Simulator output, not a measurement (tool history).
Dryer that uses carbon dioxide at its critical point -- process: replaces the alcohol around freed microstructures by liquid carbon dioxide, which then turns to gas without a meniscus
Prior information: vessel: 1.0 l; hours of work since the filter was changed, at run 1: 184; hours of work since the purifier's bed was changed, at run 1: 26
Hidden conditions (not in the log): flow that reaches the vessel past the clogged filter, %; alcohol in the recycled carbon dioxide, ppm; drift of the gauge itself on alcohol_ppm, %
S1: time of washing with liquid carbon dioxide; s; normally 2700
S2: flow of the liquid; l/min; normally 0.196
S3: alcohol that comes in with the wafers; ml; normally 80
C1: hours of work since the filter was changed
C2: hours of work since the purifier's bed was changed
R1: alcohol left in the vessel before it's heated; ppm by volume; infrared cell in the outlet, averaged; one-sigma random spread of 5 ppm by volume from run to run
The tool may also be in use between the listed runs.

run,hour,S1,S2,S3,C1,C2,R1
1,0.0,2700,0.196,80,184,26,68
2,34.3,2700,0.196,80,206,48,85
3,89.4,2700,0.196,80,242,83,84
4,128.1,2700,0.196,29,267,108,58
5,175.1,2700,0.196,80,297,139,103
6,229.3,2700,0.196,80,332,174,114
# hour 267.7: inlet filter changed
7,291.4,3600,0.196,80,15,213,60
8,336.5,3600,0.263,80,44,242,55
9,387.8,3600,0.263,80,78,275,64
10,447.6,2700,0.196,80,116,314,127
11,483.2,2700,0.196,45,139,337,107
12,517.3,2220,0.196,80,161,359,284
13,574.6,2220,0.196,80,198,396,306
14,636.3,2700,0.196,80,238,436,168
15,690.2,2700,0.196,80,273,471,160
16,739.0,2700,0.196,80,304,502,188
17,778.0,2700,0.196,80,330,527,193
# hour 818.9: inlet filter changed
18,834.6,2700,0.196,80,10,563,161
19,881.9,2700,0.196,44,41,594,150
20,937.2,2700,0.196,44,76,630,167
21,965.8,2700,0.196,21,95,648,151
22,1007.0,2700,0.196,21,121,675,152
23,1055.7,2700,0.196,67,153,706,190
24,1105.6,2700,0.196,67,185,738,209
25,1164.7,2760,0.325,27,223,776,154
26,1197.3,2220,0.121,35,244,797,1145
27,1232.9,3000,0.128,24,267,821,300
28,1293.5,2700,0.196,62,306,860,233
29,1357.9,2700,0.196,62,348,901,252
# hour 1371.9: inlet filter changed
30,1414.8,2460,0.196,58,28,937,257
31,1478.1,4080,0.196,36,69,978,196
32,1505.7,4080,0.137,118,86,996,243
33,1566.5,2160,0.269,80,126,1035,246
34,1622.9,2160,0.269,80,162,1072,236
35,1658.2,4020,0.194,33,185,1095,229
36,1720.6,1980,0.194,33,225,1135,424
37,1783.4,1980,0.194,33,266,1175,445
# hour 1829.8: purifier's bed changed
38,1852.3,1800,0.215,48,308,15,280
39,1912.1,3300,0.317,48,347,53,16
# hour 1924.6: inlet filter changed
40,1975.3,2700,0.196,21,33,93,27
41,2004.1,1800,0.163,103,51,112,1775
42,2063.3,1920,0.201,103,90,150,507
43,2107.8,1920,0.201,103,118,179,529
44,2166.8,1920,0.134,103,156,217,3161
45,2197.3,2040,0.225,104,176,237,232
46,2235.0,2940,0.157,44,200,261,144

Below, some changes in R1 between adjacent runs. For each, the amount present without the hidden state too (settings, incoming material, random variation) and the amount remaining for the hidden state with gauge scatter not shared by both compared results:
Run 37 -> 38: S1 1980 -> 1800, S2 0.194 -> 0.215, S3 33 -> 48, purifier's bed changed. R1 -165 ppm by volume: hidden state -208, all else +43.
Run 40 -> 41: S1 2700 -> 1800, S2 0.196 -> 0.163, S3 21 -> 103. R1 +1748 ppm by volume: hidden state +129, all else +1619.
Run 43 -> 44: S2 0.201 -> 0.134. R1 +2632 ppm by volume: hidden state +340, all else +2292.
Run 44 -> 45: S1 1920 -> 2040, S2 0.134 -> 0.225, S3 103 -> 104. R1 -2929 ppm by volume: hidden state -359, all else -2570.

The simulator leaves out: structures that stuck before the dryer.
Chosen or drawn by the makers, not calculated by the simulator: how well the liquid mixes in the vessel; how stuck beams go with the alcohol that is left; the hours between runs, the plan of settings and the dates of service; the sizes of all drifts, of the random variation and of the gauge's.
